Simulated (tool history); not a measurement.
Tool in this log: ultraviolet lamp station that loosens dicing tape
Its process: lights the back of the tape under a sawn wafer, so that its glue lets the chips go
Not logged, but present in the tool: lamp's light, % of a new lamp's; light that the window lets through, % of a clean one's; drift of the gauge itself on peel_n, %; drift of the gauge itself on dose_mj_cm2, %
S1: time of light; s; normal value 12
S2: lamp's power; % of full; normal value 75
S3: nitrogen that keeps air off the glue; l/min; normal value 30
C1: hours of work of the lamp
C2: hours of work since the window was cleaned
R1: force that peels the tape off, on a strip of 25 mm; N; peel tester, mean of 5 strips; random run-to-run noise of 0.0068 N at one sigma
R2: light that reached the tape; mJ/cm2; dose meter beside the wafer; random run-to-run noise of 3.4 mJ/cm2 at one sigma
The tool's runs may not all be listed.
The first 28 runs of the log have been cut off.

run	day	S1	S2	S3	C1	C2	R1	R2
29	14.979	10	69	19	390	11	0.582	432
30	15.517	11	75	22	396	17	0.346	516
31	15.979	12	75	30	401	23	0.239	558
32	16.358	14	70	12	405	27	0.396	610
33	16.775	11	82	48	410	31	0.167	557
34	17.325	12	63	54	416	38	0.217	470
35	17.712	12	63	54	420	42	0.226	469
36	18.071	12	63	54	424	46	0.213	467
37	18.475	21	75	24	429	50	0.121	966
38	19.1	21	75	24	436	57	0.116	971
39	19.812	21	63	24	444	65	0.13	818
40	20.338	12	90	34	449	71	0.155	671
41	20.679	12	65	29	453	75	0.315	481
42	21.45	12	61	32	462	84	0.318	455
43	22.1	12	75	36	469	91	0.197	556

Each row is a separate what-if for the run after 43, all from the same tool condition, not one after another. Results?
A	22.571	12	75	10	474	96	?	?
B	22.571	12	66	10	474	96	?	?
C	22.571	6	68	49	474	96	?	?

run	R1	R2
A	0.568	555
B	0.741	489
C	0.904	253
What these runs would have given with no unlogged condition in the tool:
run	R1	R2
A	0.567	555
B	0.74	490
C	0.902	253
